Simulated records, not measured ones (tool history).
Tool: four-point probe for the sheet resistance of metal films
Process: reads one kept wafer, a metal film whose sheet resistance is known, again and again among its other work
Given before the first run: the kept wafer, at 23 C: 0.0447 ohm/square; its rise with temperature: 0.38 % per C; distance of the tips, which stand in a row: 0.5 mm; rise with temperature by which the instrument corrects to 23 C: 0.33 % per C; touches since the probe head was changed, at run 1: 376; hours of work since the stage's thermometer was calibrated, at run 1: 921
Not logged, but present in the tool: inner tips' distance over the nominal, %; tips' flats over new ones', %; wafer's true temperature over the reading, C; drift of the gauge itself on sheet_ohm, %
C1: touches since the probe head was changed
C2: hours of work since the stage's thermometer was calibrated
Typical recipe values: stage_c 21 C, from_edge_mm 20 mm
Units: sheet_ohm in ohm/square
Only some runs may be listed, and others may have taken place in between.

{"run": 1, "day": 0.0, "stage_c": 21, "from_edge_mm": 20, "C1": 376, "C2": 921, "sheet_ohm": 0.04457}
{"run": 2, "day": 2.521, "stage_c": 21, "from_edge_mm": 20, "C1": 1988, "C2": 956, "sheet_ohm": 0.044574}
{"run": 3, "day": 4.7, "stage_c": 21, "from_edge_mm": 20, "C1": 3381, "C2": 987, "sheet_ohm": 0.044577}
{"run": 4, "day": 6.546, "stage_c": 21, "from_edge_mm": 20, "C1": 4563, "C2": 1013, "sheet_ohm": 0.044577}
{"run": 5, "day": 8.617, "stage_c": 24, "from_edge_mm": 20, "C1": 5885, "C2": 1042, "sheet_ohm": 0.044622}
{"run": 6, "day": 10.533, "stage_c": 21, "from_edge_mm": 20, "C1": 7111, "C2": 1069, "sheet_ohm": 0.044564}
{"run": 7, "day": 11.829, "stage_c": 21, "from_edge_mm": 20, "C1": 7940, "C2": 1088, "sheet_ohm": 0.044576}
{"run": 8, "day": 13.467, "stage_c": 21, "from_edge_mm": 20, "C1": 8987, "C2": 1111, "sheet_ohm": 0.044579}
{"run": 9, "day": 15.058, "stage_c": 21, "from_edge_mm": 20, "C1": 10005, "C2": 1133, "sheet_ohm": 0.044566}
{"run": 10, "day": 16.55, "stage_c": 21, "from_edge_mm": 20, "C1": 10958, "C2": 1154, "sheet_ohm": 0.044579}
{"run": 11, "day": 18.046, "stage_c": 21, "from_edge_mm": 20, "C1": 11914, "C2": 1175, "sheet_ohm": 0.044589}

Expected results for the next run?
{"run": 12, "day": 20.329, "stage_c": 21, "from_edge_mm": 20, "C1": 13375, "C2": 1207, "sheet_ohm": "?"}

Run 12 came out at sheet_ohm 0.044571 ohm/square.
Had the tool carried no hidden state, the very same run would have given sheet_ohm 0.044663 ohm/square.

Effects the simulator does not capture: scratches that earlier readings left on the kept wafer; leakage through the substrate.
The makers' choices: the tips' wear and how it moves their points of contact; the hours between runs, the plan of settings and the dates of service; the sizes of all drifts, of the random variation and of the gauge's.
